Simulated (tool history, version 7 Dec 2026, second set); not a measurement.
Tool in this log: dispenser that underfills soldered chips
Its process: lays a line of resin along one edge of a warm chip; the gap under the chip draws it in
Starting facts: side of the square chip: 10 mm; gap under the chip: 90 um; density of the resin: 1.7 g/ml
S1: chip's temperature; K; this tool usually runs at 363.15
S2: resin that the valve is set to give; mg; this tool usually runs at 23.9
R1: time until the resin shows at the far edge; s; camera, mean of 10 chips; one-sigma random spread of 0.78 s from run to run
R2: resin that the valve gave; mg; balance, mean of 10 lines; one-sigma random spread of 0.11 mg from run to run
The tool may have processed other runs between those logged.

{"run": 1, "hour": 0.0, "S1": 363.15, "S2": 23.9, "R1": 79.2, "R2": 22.76}
{"run": 2, "hour": 3.0, "S1": 363.15, "S2": 23.9, "R1": 89.9, "R2": 22.83}
{"run": 3, "hour": 7.6, "S1": 363.15, "S2": 27.7, "R1": 105.8, "R2": 26.29}
{"hour": 9.4, "done": "new syringe of resin"}
{"run": 4, "hour": 14.8, "S1": 363.15, "S2": 27.7, "R1": 91.5, "R2": 26.35}
{"hour": 21.2, "done": "new syringe of resin"}
{"run": 5, "hour": 22.1, "S1": 363.15, "S2": 27.7, "R1": 75.4, "R2": 26.28}
{"hour": 28.6, "done": "dispensing valve cleaned and set on the balance"}
{"run": 6, "hour": 30.0, "S1": 363.15, "S2": 25.6, "R1": 99.1, "R2": 25.66}
{"hour": 34.0, "done": "new syringe of resin"}
{"run": 7, "hour": 34.5, "S1": 363.15, "S2": 23.9, "R1": 75.1, "R2": 23.69}
{"run": 8, "hour": 40.9, "S1": 363.15, "S2": 23.9, "R1": 94.9, "R2": 23.8}
{"run": 9, "hour": 44.8, "S1": 362.15, "S2": 23.9, "R1": 116.7, "R2": 23.91}
{"hour": 45.7, "done": "new syringe of resin"}
{"run": 10, "hour": 50.7, "S1": 362.15, "S2": 23.0, "R1": 91.5, "R2": 22.83}
{"run": 11, "hour": 54.6, "S1": 362.15, "S2": 23.0, "R1": 105.1, "R2": 22.71}
{"hour": 57.3, "done": "new syringe of resin"}
{"run": 12, "hour": 61.5, "S1": 363.15, "S2": 23.9, "R1": 86.2, "R2": 23.52}
{"run": 13, "hour": 68.0, "S1": 363.15, "S2": 23.7, "R1": 105.7, "R2": 23.31}
{"hour": 68.9, "done": "new syringe of resin"}
{"run": 14, "hour": 73.7, "S1": 363.15, "S2": 23.7, "R1": 88.6, "R2": 23.09}
{"hour": 80.6, "done": "new syringe of resin"}
{"run": 15, "hour": 80.9, "S1": 366.15, "S2": 24.7, "R1": 68.3, "R2": 24.02}
{"run": 16, "hour": 85.5, "S1": 353.15, "S2": 23.9, "R1": 120.2, "R2": 23.11}
{"run": 17, "hour": 89.4, "S1": 363.15, "S2": 24.9, "R1": 102.4, "R2": 24.09}
{"hour": 92.3, "done": "new syringe of resin"}
{"run": 18, "hour": 93.3, "S1": 370.15, "S2": 24.1, "R1": 63.6, "R2": 23.3}
{"run": 19, "hour": 97.1, "S1": 370.15, "S2": 24.1, "R1": 72.9, "R2": 23.32}
{"run": 20, "hour": 101.3, "S1": 377.15, "S2": 25.6, "R1": 70.8, "R2": 24.87}
{"hour": 103.9, "done": "new syringe of resin"}
{"run": 21, "hour": 107.0, "S1": 375.15, "S2": 25.4, "R1": 60.2, "R2": 24.37}

Estimate the outcome of run 22 from the log above:
{"run": 22, "hour": 111.4, "S1": 351.15, "S2": 22.1, "R1": "?", "R2": "?"}

{"run 22": {"R1": 142.0, "R2": 21.15}}
With no hidden state in the tool, this same run would have given R1 103.3 s, R2 22.04 mg.
